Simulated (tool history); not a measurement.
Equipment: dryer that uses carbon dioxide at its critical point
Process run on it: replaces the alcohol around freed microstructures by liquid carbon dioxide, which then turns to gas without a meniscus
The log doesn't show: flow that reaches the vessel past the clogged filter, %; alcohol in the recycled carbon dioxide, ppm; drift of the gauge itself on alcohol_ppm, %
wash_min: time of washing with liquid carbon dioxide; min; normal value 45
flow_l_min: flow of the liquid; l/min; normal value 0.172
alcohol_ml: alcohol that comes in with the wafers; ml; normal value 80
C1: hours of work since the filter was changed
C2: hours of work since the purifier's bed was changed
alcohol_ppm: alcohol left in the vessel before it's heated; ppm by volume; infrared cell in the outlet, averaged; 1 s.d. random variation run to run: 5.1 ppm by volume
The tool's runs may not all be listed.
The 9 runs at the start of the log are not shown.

run 10 hour=82.3 | wash_min=45 flow_l_min=0.164 alcohol_ml=80 | C1=80 C2=156 | alcohol_ppm=150
run 11 hour=94.1 | wash_min=45 flow_l_min=0.172 alcohol_ml=58 | C1=86 C2=163 | alcohol_ppm=125
run 12 hour=99.6 | wash_min=45 flow_l_min=0.172 alcohol_ml=58 | C1=89 C2=166 | alcohol_ppm=119
run 13 hour=109.9 | wash_min=45 flow_l_min=0.172 alcohol_ml=58 | C1=95 C2=172 | alcohol_ppm=116
run 14 hour=120.2 | wash_min=45 flow_l_min=0.172 alcohol_ml=58 | C1=101 C2=178 | alcohol_ppm=117
run 15 hour=131.9 | wash_min=45 flow_l_min=0.155 alcohol_ml=58 | C1=108 C2=184 | alcohol_ppm=192
run 16 hour=142.3 | wash_min=45 flow_l_min=0.172 alcohol_ml=32 | C1=114 C2=190 | alcohol_ppm=101
run 17 hour=150.7 | wash_min=45 flow_l_min=0.172 alcohol_ml=32 | C1=118 C2=195 | alcohol_ppm=111
run 18 hour=158.4 | wash_min=54 flow_l_min=0.204 alcohol_ml=33 | C1=123 C2=199 | alcohol_ppm=77
run 19 hour=163.8 | wash_min=45 flow_l_min=0.172 alcohol_ml=86 | C1=126 C2=202 | alcohol_ppm=162
run 20 hour=172.2 | wash_min=45 flow_l_min=0.172 alcohol_ml=29 | C1=130 C2=207 | alcohol_ppm=103
run 21 hour=177.6 | wash_min=45 flow_l_min=0.231 alcohol_ml=103 | C1=133 C2=210 | alcohol_ppm=92
run 22 hour=188.7 | wash_min=56 flow_l_min=0.172 alcohol_ml=79 | C1=140 C2=216 | alcohol_ppm=98
run 23 hour=196.5 | wash_min=56 flow_l_min=0.172 alcohol_ml=79 | C1=144 C2=221 | alcohol_ppm=98
run 24 hour=207.2 | wash_min=27 flow_l_min=0.209 alcohol_ml=23 | C1=150 C2=227 | alcohol_ppm=209
run 25 hour=220.4 | wash_min=37 flow_l_min=0.172 alcohol_ml=90 | C1=158 C2=234 | alcohol_ppm=389
run 26 hour=231.7 | wash_min=34 flow_l_min=0.226 alcohol_ml=21 | C1=164 C2=240 | alcohol_ppm=105
run 27 hour=240.2 | wash_min=34 flow_l_min=0.226 alcohol_ml=21 | C1=169 C2=245 | alcohol_ppm=114
run 28 hour=250.6 | wash_min=34 flow_l_min=0.226 alcohol_ml=21 | C1=175 C2=251 | alcohol_ppm=108

The next listed run, before its measurement:
run 29 hour=263.1 | wash_min=71 flow_l_min=0.226 alcohol_ml=22 | C1=182 C2=258 | alcohol_ppm=?

Run 29 came out at alcohol_ppm 95 ppm by volume.
Minus the tool's unlogged condition, the same run would have read alcohol_ppm 1 ppm by volume.
